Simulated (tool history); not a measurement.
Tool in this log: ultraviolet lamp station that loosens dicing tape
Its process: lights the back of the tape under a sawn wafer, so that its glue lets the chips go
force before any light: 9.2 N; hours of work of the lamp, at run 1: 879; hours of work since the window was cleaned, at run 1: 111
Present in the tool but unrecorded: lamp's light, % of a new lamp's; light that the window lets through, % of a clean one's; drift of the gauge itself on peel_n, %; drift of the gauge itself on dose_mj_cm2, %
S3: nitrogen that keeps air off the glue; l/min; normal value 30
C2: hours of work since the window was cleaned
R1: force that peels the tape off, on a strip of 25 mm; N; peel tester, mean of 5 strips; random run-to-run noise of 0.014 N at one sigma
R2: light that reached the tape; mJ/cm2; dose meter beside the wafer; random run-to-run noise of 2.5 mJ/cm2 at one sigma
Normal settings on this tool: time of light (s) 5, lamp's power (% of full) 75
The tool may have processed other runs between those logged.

Run 1, hour 0: usual settings; hours of work of the lamp 879; C2 111. Result: R1 1.093 N, R2 235 mJ/cm2.
Run 2, hour 35.2: usual settings but lamp's power (% of full) 95; hours of work of the lamp 899; C2 131. Result: R1 0.721 N, R2 290 mJ/cm2.
Run 3, hour 58.1: usual settings but lamp's power (% of full) 95; hours of work of the lamp 912; C2 144. Result: R1 0.694 N, R2 295 mJ/cm2.
Run 4, hour 91.1: usual settings but lamp's power (% of full) 95; hours of work of the lamp 931; C2 163. Result: R1 0.749 N, R2 287 mJ/cm2.
Run 5, hour 136.4: usual settings but lamp's power (% of full) 95; hours of work of the lamp 956; C2 189. Result: R1 0.756 N, R2 288 mJ/cm2.
Run 6, hour 156.8: usual settings; hours of work of the lamp 968; C2 200. Result: R1 1.232 N, R2 224 mJ/cm2.
Run 7, hour 183.4: usual settings; hours of work of the lamp 983; C2 215. Result: R1 1.215 N, R2 217 mJ/cm2.
Run 8, hour 205.2: usual settings but S3 12 l/min; hours of work of the lamp 995; C2 228. Result: R1 2.036 N, R2 216 mJ/cm2.
Run 9, hour 245.3: usual settings but S3 12 l/min; hours of work of the lamp 1018; C2 250. Result: R1 2.149 N, R2 216 mJ/cm2.
Run 10, hour 282.3: usual settings but S3 12 l/min; hours of work of the lamp 1039; C2 271. Result: R1 2.181 N, R2 214 mJ/cm2.
Run 11, hour 303.2: usual settings; hours of work of the lamp 1051; C2 283. Result: R1 1.338 N, R2 210 mJ/cm2.
At hour 318.9: window cleaned of glue's vapour.
Run 12, hour 332.2: usual settings; hours of work of the lamp 1067; C2 8. Result: R1 1.381 N, R2 206 mJ/cm2.
At hour 350.1: lamp changed.
Run 13, hour 352.5: usual settings; hours of work of the lamp 1; C2 18. Result: R1 0.881 N, R2 259 mJ/cm2.
Run 14, hour 396.9: usual settings; hours of work of the lamp 26; C2 44. Result: R1 0.892 N, R2 258 mJ/cm2.
At hour 417.6: window cleaned of glue's vapour, once more.
Run 15, hour 422.6: usual settings but lamp's power (% of full) 73, S3 40 l/min; hours of work of the lamp 41; C2 3. Result: R1 0.613 N, R2 294 mJ/cm2.
Run 16, hour 458.3: usual settings but time of light (s) 4, S3 13 l/min; hours of work of the lamp 61; C2 23. Result: R1 1.746 N, R2 231 mJ/cm2.
Run 17, hour 488.7: usual settings but time of light (s) 4, S3 13 l/min; hours of work of the lamp 78; C2 40. Result: R1 1.77 N, R2 230 mJ/cm2.
Run 18, hour 530.5: usual settings but lamp's power (% of full) 66; hours of work of the lamp 102; C2 64. Result: R1 0.926 N, R2 254 mJ/cm2.
Run 19, hour 565.8: usual settings but time of light (s) 3, lamp's power (% of full) 66; hours of work of the lamp 122; C2 84. Result: R1 2.226 N, R2 150 mJ/cm2.
Run 20, hour 606.7: usual settings but time of light (s) 3, lamp's power (% of full) 66; hours of work of the lamp 145; C2 107. Result: R1 2.268 N, R2 150 mJ/cm2.
Run 21, hour 646.8: usual settings but time of light (s) 8; hours of work of the lamp 168; C2 130. Result: R1 0.339 N, R2 449 mJ/cm2.
Run 22, hour 690.1: usual settings but time of light (s) 4, lamp's power (% of full) 61, S3 13 l/min; hours of work of the lamp 192; C2 154. Result: R1 2.58 N, R2 179 mJ/cm2.
Run 23, hour 724.6: usual settings but time of light (s) 4, lamp's power (% of full) 61, S3 13 l/min; hours of work of the lamp 212; C2 174. Result: R1 2.649 N, R2 180 mJ/cm2.
Run 24, hour 760.9: usual settings but S3 17 l/min; hours of work of the lamp 232; C2 195. Result: R1 1.218 N, R2 268 mJ/cm2.
Run 25, hour 786: usual settings but S3 17 l/min; hours of work of the lamp 247; C2 209. Result: R1 1.268 N, R2 265 mJ/cm2.
Run 26, hour 813.8: usual settings but time of light (s) 9, lamp's power (% of full) 68, S3 20 l/min; hours of work of the lamp 262; C2 225. Result: R1 0.434 N, R2 432 mJ/cm2.
Run 27, hour 854.7: usual settings but time of light (s) 10, lamp's power (% of full) 72, S3 12 l/min; hours of work of the lamp 286; C2 248. Result: R1 0.482 N, R2 499 mJ/cm2.
Run 28, hour 879.8: usual settings but time of light (s) 2, lamp's power (% of full) 60; hours of work of the lamp 300; C2 262. Result: R1 4.108 N, R2 86 mJ/cm2.

Branching from run 28: 3 alternative next runs. What would each branch give?
Run A, hour 902.1: usual settings but time of light (s) 7, lamp's power (% of full) 62, S3 26 l/min; hours of work of the lamp 313; C2 275. Result: R1 ?, R2 ?.
Run B, hour 902.1: usual settings but lamp's power (% of full) 91; hours of work of the lamp 313; C2 275. Result: R1 ?, R2 ?.
Run C, hour 902.1: usual settings but time of light (s) 2, S3 34 l/min; hours of work of the lamp 313; C2 275. Result: R1 ?, R2 ?.

run     R1   R2
  A  0.734  301
  B  0.623  314
  C  3.329  100
Without the tool's hidden state the same runs would have given:
run     R1   R2
  A  0.531  354
  B  0.457  370
  C   2.79  118
